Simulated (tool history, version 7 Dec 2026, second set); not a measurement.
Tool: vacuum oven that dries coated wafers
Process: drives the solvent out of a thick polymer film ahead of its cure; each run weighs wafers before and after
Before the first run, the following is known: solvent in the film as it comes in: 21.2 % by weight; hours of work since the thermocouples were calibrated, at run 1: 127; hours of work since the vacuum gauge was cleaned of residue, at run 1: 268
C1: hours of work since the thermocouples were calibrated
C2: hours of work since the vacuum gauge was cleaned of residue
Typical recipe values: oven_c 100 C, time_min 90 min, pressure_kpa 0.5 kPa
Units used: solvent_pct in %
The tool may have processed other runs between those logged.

{"run": 1, "hour": 0.0, "oven_c": 100, "time_min": 90, "pressure_kpa": 0.5, "C1": 127, "C2": 268, "solvent_pct": 1.95}
{"run": 2, "hour": 11.6, "oven_c": 100, "time_min": 90, "pressure_kpa": 0.483, "C1": 135, "C2": 276, "solvent_pct": 1.97}
{"run": 3, "hour": 32.1, "oven_c": 100, "time_min": 67, "pressure_kpa": 0.5, "C1": 149, "C2": 290, "solvent_pct": 3.35}
{"run": 4, "hour": 47.6, "oven_c": 100, "time_min": 90, "pressure_kpa": 1.557, "C1": 160, "C2": 301, "solvent_pct": 2.25}
{"run": 5, "hour": 60.7, "oven_c": 100, "time_min": 90, "pressure_kpa": 1.557, "C1": 169, "C2": 310, "solvent_pct": 2.3}
{"run": 6, "hour": 76.1, "oven_c": 100, "time_min": 90, "pressure_kpa": 1.557, "C1": 179, "C2": 321, "solvent_pct": 2.23}
{"run": 7, "hour": 95.0, "oven_c": 100, "time_min": 90, "pressure_kpa": 1.557, "C1": 193, "C2": 334, "solvent_pct": 2.26}
{"run": 8, "hour": 104.8, "oven_c": 100, "time_min": 90, "pressure_kpa": 1.557, "C1": 199, "C2": 341, "solvent_pct": 2.26}
{"run": 9, "hour": 120.0, "oven_c": 100, "time_min": 90, "pressure_kpa": 1.557, "C1": 210, "C2": 352, "solvent_pct": 2.25}
{"run": 10, "hour": 143.5, "oven_c": 100, "time_min": 52, "pressure_kpa": 0.5, "C1": 226, "C2": 368, "solvent_pct": 4.8}
{"run": 11, "hour": 153.3, "oven_c": 100, "time_min": 52, "pressure_kpa": 0.5, "C1": 233, "C2": 375, "solvent_pct": 4.81}
{"run": 12, "hour": 171.5, "oven_c": 100, "time_min": 52, "pressure_kpa": 0.5, "C1": 246, "C2": 387, "solvent_pct": 4.88}
{"run": 13, "hour": 187.1, "oven_c": 100, "time_min": 52, "pressure_kpa": 0.5, "C1": 257, "C2": 398, "solvent_pct": 4.83}
{"run": 14, "hour": 200.4, "oven_c": 100, "time_min": 52, "pressure_kpa": 0.5, "C1": 266, "C2": 407, "solvent_pct": 4.86}
{"run": 15, "hour": 221.6, "oven_c": 100, "time_min": 90, "pressure_kpa": 0.776, "C1": 281, "C2": 422, "solvent_pct": 2.02}
{"run": 16, "hour": 239.6, "oven_c": 100, "time_min": 160, "pressure_kpa": 0.776, "C1": 293, "C2": 435, "solvent_pct": 0.55}
{"run": 17, "hour": 261.6, "oven_c": 100, "time_min": 160, "pressure_kpa": 0.776, "C1": 308, "C2": 450, "solvent_pct": 0.56}
{"run": 18, "hour": 275.2, "oven_c": 106, "time_min": 160, "pressure_kpa": 0.776, "C1": 318, "C2": 459, "solvent_pct": 0.26}
{"run": 19, "hour": 292.8, "oven_c": 106, "time_min": 160, "pressure_kpa": 0.776, "C1": 330, "C2": 472, "solvent_pct": 0.24}
{"run": 20, "hour": 305.6, "oven_c": 106, "time_min": 157, "pressure_kpa": 0.495, "C1": 339, "C2": 481, "solvent_pct": 0.19}
{"run": 21, "hour": 324.3, "oven_c": 106, "time_min": 157, "pressure_kpa": 0.495, "C1": 352, "C2": 494, "solvent_pct": 0.19}
{"run": 22, "hour": 343.4, "oven_c": 106, "time_min": 90, "pressure_kpa": 0.5, "C1": 365, "C2": 507, "solvent_pct": 0.85}
{"run": 23, "hour": 360.1, "oven_c": 88, "time_min": 65, "pressure_kpa": 0.354, "C1": 377, "C2": 518, "solvent_pct": 7.98}
{"run": 24, "hour": 382.8, "oven_c": 109, "time_min": 73, "pressure_kpa": 0.44, "C1": 393, "C2": 534, "solvent_pct": 0.92}
{"run": 25, "hour": 398.8, "oven_c": 100, "time_min": 100, "pressure_kpa": 0.5, "C1": 404, "C2": 545, "solvent_pct": 1.57}
{"run": 26, "hour": 421.7, "oven_c": 100, "time_min": 100, "pressure_kpa": 0.5, "C1": 420, "C2": 561, "solvent_pct": 1.57}
{"run": 27, "hour": 436.2, "oven_c": 100, "time_min": 64, "pressure_kpa": 1.313, "C1": 430, "C2": 571, "solvent_pct": 3.8}
{"run": 28, "hour": 452.4, "oven_c": 90, "time_min": 78, "pressure_kpa": 0.373, "C1": 441, "C2": 583, "solvent_pct": 6.08}
{"run": 29, "hour": 473.8, "oven_c": 111, "time_min": 79, "pressure_kpa": 0.28, "C1": 456, "C2": 598, "solvent_pct": 0.52}
{"run": 30, "hour": 484.2, "oven_c": 111, "time_min": 79, "pressure_kpa": 0.28, "C1": 463, "C2": 605, "solvent_pct": 0.49}
{"run": 31, "hour": 503.2, "oven_c": 111, "time_min": 79, "pressure_kpa": 0.28, "C1": 476, "C2": 618, "solvent_pct": 0.51}
{"run": 32, "hour": 525.6, "oven_c": 108, "time_min": 116, "pressure_kpa": 0.28, "C1": 492, "C2": 634, "solvent_pct": 0.25}

What if the next run were any one of these 3? Each begins from the tool's condition after run 32:
{"run": "A", "hour": 535.4, "oven_c": 89, "time_min": 90, "pressure_kpa": 0.5, "C1": 499, "C2": 640, "solvent_pct": "?"}
{"run": "B", "hour": 535.4, "oven_c": 108, "time_min": 132, "pressure_kpa": 0.28, "C1": 499, "C2": 640, "solvent_pct": "?"}
{"run": "C", "hour": 535.4, "oven_c": 109, "time_min": 146, "pressure_kpa": 0.5, "C1": 499, "C2": 640, "solvent_pct": "?"}

run=A solvent_pct=5.58
run=B solvent_pct=0.15
run=C solvent_pct=0.17
The same runs, with their run-to-run variation unchanged, on a tool lacking any hidden condition would have given:
run=A solvent_pct=5.6
run=B solvent_pct=0.16
run=C solvent_pct=0.17
